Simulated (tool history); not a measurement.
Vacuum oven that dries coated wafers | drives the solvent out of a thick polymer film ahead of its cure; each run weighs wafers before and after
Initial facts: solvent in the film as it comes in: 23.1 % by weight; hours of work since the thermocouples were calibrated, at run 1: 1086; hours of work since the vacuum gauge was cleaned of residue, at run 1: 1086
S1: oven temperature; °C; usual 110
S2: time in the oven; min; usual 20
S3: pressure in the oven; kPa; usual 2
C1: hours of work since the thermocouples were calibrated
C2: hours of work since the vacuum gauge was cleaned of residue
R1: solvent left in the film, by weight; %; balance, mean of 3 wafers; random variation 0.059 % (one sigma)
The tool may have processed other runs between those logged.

Run 1, day 0: usual settings; C1 1086; C2 1086. Result: R1 3.11 %.
Run 2, day 1.871: usual settings; C1 1113; C2 1113. Result: R1 3.06 %.
Run 3, day 4.146: usual settings; C1 1145; C2 1145. Result: R1 3.08 %.
Run 4, day 6.488: usual settings; C1 1178; C2 1178. Result: R1 3.03 %.
Run 5, day 7.958: usual settings; C1 1199; C2 1199. Result: R1 3.03 %.
Run 6, day 9.329: usual settings; C1 1218; C2 1218. Result: R1 3.03 %.
Run 7, day 11.783: usual settings; C1 1253; C2 1253. Result: R1 3.02 %.
At day 13.383: oven's thermocouples calibrated.
Run 8, day 13.85: usual settings but S3 7.22 kPa; C1 7; C2 1281. Result: R1 5.61 %.
Run 9, day 16.254: usual settings but S3 7.22 kPa; C1 41; C2 1315. Result: R1 5.79 %.
Run 10, day 18.625: usual settings but S2 23 min; C1 74; C2 1348. Result: R1 2.57 %.
Run 11, day 20.267: usual settings; C1 97; C2 1371. Result: R1 3.12 %.
Run 12, day 22.238: usual settings; C1 125; C2 1399. Result: R1 3.06 %.
Run 13, day 23.262: usual settings; C1 140; C2 1414. Result: R1 3.05 %.
Run 14, day 25.662: usual settings; C1 174; C2 1448. Result: R1 3 %.
Run 15, day 27.062: usual settings; C1 193; C2 1467. Result: R1 3.12 %.
Run 16, day 28.917: usual settings; C1 220; C2 1494. Result: R1 3.18 %.
Run 17, day 31.404: usual settings; C1 255; C2 1529. Result: R1 2.98 %.
Run 18, day 33.375: usual settings; C1 283; C2 1557. Result: R1 3.09 %.
Run 19, day 35.679: usual settings but S3 1.66 kPa; C1 315; C2 1589. Result: R1 2.94 %.
Run 20, day 36.746: usual settings but S1 120 °C, S2 33 min, S3 1.37 kPa; C1 330; C2 1604. Result: R1 0.53 %.
Run 21, day 38.904: usual settings but S1 118 °C, S2 19 min, S3 4.9 kPa; C1 361; C2 1635. Result: R1 2.8 %.
Run 22, day 40.196: usual settings but S1 118 °C, S2 19 min, S3 3.88 kPa; C1 379; C2 1653. Result: R1 2.42 %.
Run 23, day 41.233: usual settings but S1 119 °C, S2 17 min, S3 3.79 kPa; C1 394; C2 1668. Result: R1 2.45 %.
Run 24, day 42.992: usual settings but S2 18 min, S3 3.37 kPa; C1 419; C2 1693. Result: R1 4.28 %.
Run 25, day 45.162: usual settings but S1 103 °C, S2 15 min, S3 1.18 kPa; C1 449; C2 1723. Result: R1 6.55 %.
Run 26, day 47.2: usual settings but S1 106 °C; C1 478; C2 1752. Result: R1 4.22 %.
Run 27, day 49.442: usual settings but S1 106 °C; C1 510; C2 1784. Result: R1 4.3 %.
Run 28, day 50.996: usual settings but S1 103 °C, S2 16 min, S3 2.18 kPa; C1 532; C2 1806. Result: R1 6.72 %.
Run 29, day 52.338: usual settings but S1 105 °C, S3 4.34 kPa; C1 551; C2 1825. Result: R1 5.69 %.
Run 30, day 54.262: usual settings but S1 118 °C, S2 10 min, S3 5.1 kPa; C1 578; C2 1852. Result: R1 5.34 %.
Run 31, day 55.379: usual settings but S1 95 °C, S2 12 min, S3 5.1 kPa; C1 594; C2 1868. Result: R1 13.17 %.
Run 32, day 57.7: usual settings but S1 95 °C, S2 18 min, S3 7.99 kPa; C1 626; C2 1901. Result: R1 13.01 %.
Run 33, day 59.304: usual settings but S1 95 °C, S2 18 min, S3 7.99 kPa; C1 649; C2 1923. Result: R1 12.71 %.
Run 34, day 60.429: usual settings but S2 35 min, S3 3.41 kPa; C1 665; C2 1939. Result: R1 2.27 %.
Run 35, day 61.588: usual settings but S2 35 min, S3 5.77 kPa; C1 681; C2 1955. Result: R1 3.58 %.
Run 36, day 63.467: usual settings but S1 97 °C, S2 18 min, S3 2.98 kPa; C1 708; C2 1982. Result: R1 8.59 %.
Run 37, day 65.5: usual settings but S3 3.23 kPa; C1 737; C2 2011. Result: R1 3.72 %.

Here are 5 independent what-if runs from the current tool condition. What would each one return?
Run A, day 67.896: usual settings but S1 95 °C, S2 24 min, S3 6.31 kPa; C1 770; C2 2045. Result: R1 ?.
Run B, day 67.896: usual settings but S2 22 min, S3 3.74 kPa; C1 770; C2 2045. Result: R1 ?.
Run C, day 67.896: usual settings but S1 123 °C, S3 5.09 kPa; C1 770; C2 2045. Result: R1 ?.
Run D, day 67.896: usual settings but S1 107 °C, S2 10 min, S3 4.4 kPa; C1 770; C2 2045. Result: R1 ?.
Run E, day 67.896: usual settings but S2 27 min, S3 2.83 kPa; C1 770; C2 2045. Result: R1 ?.

run     R1
  A  10.31
  B   3.63
  C    2.1
  D   9.07
  E   2.47
The same runs, with their run-to-run variation unchanged, on a tool lacking any hidden condition would have given:
run    R1
  A  10.3
  B  3.62
  C  2.09
  D  9.07
  E  2.46
